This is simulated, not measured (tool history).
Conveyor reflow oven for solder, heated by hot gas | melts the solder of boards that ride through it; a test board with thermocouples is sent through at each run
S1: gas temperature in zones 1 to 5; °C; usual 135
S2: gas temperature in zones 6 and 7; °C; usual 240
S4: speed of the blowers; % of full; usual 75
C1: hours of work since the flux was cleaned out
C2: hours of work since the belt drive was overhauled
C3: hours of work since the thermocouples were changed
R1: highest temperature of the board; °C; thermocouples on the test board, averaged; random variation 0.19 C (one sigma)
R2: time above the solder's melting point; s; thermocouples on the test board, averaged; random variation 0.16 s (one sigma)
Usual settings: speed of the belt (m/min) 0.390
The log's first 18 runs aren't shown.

run 19 hour=105.3 | S1=125 S2=237 speed_of_the_belt_(m/min)=0.371 S4=70 | C1=184 C2=576 C3=93 | R1=220.6 R2=71.7
run 20 hour=111.6 | S1=131 S2=240 speed_of_the_belt_(m/min)=0.390 S4=75 | C1=187 C2=579 C3=96 | R1=223.2 R2=72.7
-- hour=116.1 belt drive overhauled, speed set with a stopwatch
run 21 hour=122.2 | S1=131 S2=240 speed_of_the_belt_(m/min)=0.390 S4=75 | C1=190 C2=3 C3=99 | R1=223.3 R2=72.8
run 22 hour=130.2 | S1=131 S2=240 speed_of_the_belt_(m/min)=0.390 S4=75 | C1=193 C2=6 C3=102 | R1=224.0 R2=73.1
run 23 hour=137.7 | S1=131 S2=254 speed_of_the_belt_(m/min)=0.390 S4=75 | C1=197 C2=9 C3=106 | R1=236.4 R2=81.8
-- hour=143.0 belt drive overhauled, speed set with a stopwatch, once more
run 24 hour=148.5 | S1=121 S2=247 speed_of_the_belt_(m/min)=0.390 S4=75 | C1=200 C2=2 C3=109 | R1=227.9 R2=72.0
run 25 hour=153.1 | S1=139 S2=230 speed_of_the_belt_(m/min)=0.446 S4=53 | C1=202 C2=4 C3=111 | R1=205.7 R2=46.5
run 26 hour=158.5 | S1=135 S2=248 speed_of_the_belt_(m/min)=0.390 S4=58 | C1=204 C2=7 C3=113 | R1=226.8 R2=75.6
run 27 hour=165.1 | S1=135 S2=248 speed_of_the_belt_(m/min)=0.390 S4=58 | C1=207 C2=10 C3=116 | R1=226.6 R2=75.5
run 28 hour=169.1 | S1=132 S2=247 speed_of_the_belt_(m/min)=0.390 S4=75 | C1=209 C2=11 C3=118 | R1=229.8 R2=77.3
run 29 hour=172.9 | S1=136 S2=242 speed_of_the_belt_(m/min)=0.390 S4=75 | C1=210 C2=13 C3=119 | R1=226.0 R2=75.5
run 30 hour=177.5 | S1=136 S2=242 speed_of_the_belt_(m/min)=0.390 S4=70 | C1=212 C2=15 C3=121 | R1=225.0 R2=74.9

3 ways to go on from here, each from the tool as it stands after run 30. What would each give?
run A hour=182.2 | S1=134 S2=249 speed_of_the_belt_(m/min)=0.390 S4=74 | C1=214 C2=17 C3=123 | R1=? R2=?
run B hour=182.2 | S1=135 S2=242 speed_of_the_belt_(m/min)=0.463 S4=75 | C1=214 C2=17 C3=123 | R1=? R2=?
run C hour=182.2 | S1=145 S2=238 speed_of_the_belt_(m/min)=0.390 S4=63 | C1=214 C2=17 C3=123 | R1=? R2=?

run=A R1=231.6 R2=78.8
run=B R1=219.4 R2=58.0
run=C R1=221.2 R2=75.5
Without the tool's hidden state the same runs would have given:
run=A R1=232.4 R2=79.5
run=B R1=220.5 R2=59.1
run=C R1=221.8 R2=76.2

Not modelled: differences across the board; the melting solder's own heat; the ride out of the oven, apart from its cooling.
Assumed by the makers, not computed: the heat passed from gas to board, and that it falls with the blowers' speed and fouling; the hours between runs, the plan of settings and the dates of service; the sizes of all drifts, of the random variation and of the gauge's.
